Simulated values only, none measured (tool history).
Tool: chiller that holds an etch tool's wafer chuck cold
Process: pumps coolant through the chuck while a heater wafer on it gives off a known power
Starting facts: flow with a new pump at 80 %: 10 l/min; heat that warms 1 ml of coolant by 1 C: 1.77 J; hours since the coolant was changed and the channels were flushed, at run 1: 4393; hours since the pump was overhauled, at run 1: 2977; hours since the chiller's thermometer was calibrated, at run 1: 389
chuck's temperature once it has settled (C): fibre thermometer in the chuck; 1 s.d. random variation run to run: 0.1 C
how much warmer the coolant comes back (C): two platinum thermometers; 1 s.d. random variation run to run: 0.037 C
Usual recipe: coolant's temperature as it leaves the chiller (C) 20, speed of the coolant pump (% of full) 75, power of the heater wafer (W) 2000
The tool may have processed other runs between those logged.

run	day	coolant's temperature as it leaves the chiller (C)	speed of the coolant pump (% of full)	power of the heater wafer (W)	hours since the coolant was changed and the channels were flushed	hours since the pump was overhauled	hours since the chiller's thermometer was calibrated	chuck's temperature once it has settled (C)	how much warmer the coolant comes back (C)
1	0	20	75	2000	4393	2977	389	42.1	7.54
2	3.529	29	75	2000	4478	3062	474	51.4	7.63
3	10.821	20	91	2000	4653	3237	649	39.8	6.29
4	15.004	20	75	2000	4753	3337	749	42.7	7.67
5	21.092	20	75	2000	4899	3484	895	42.7	7.63
6	26.35	20	75	2000	5025	3610	1022	42.9	7.64
7	33.096	20	75	2000	5187	3772	1184	43	7.71
8	37.712	20	75	2000	5298	3882	1294	43.1	7.78
9	42.258	20	75	2000	5407	3992	1403	43.2	7.74
# day 42.733: chiller's thermometer calibrated
10	49.071	20	75	2000	5570	4154	152	43.4	7.75
11	57.054	20	75	2000	5761	4346	344	43.4	7.8
12	64.3	20	92	2000	5935	4520	518	40.5	6.33
13	71.433	20	92	2000	6106	4691	689	40.5	6.41

Run 14 comes next. What will it give?
14	77.079	20	92	2499	6242	4826	824	?	?

chuck's temperature once it has settled (C): 46
how much warmer the coolant comes back (C): 8.09
On a tool with no hidden condition, and with the same random variation, this run would have come out at chuck's temperature once it has settled (C) 41.2, how much warmer the coolant comes back (C) 7.48.
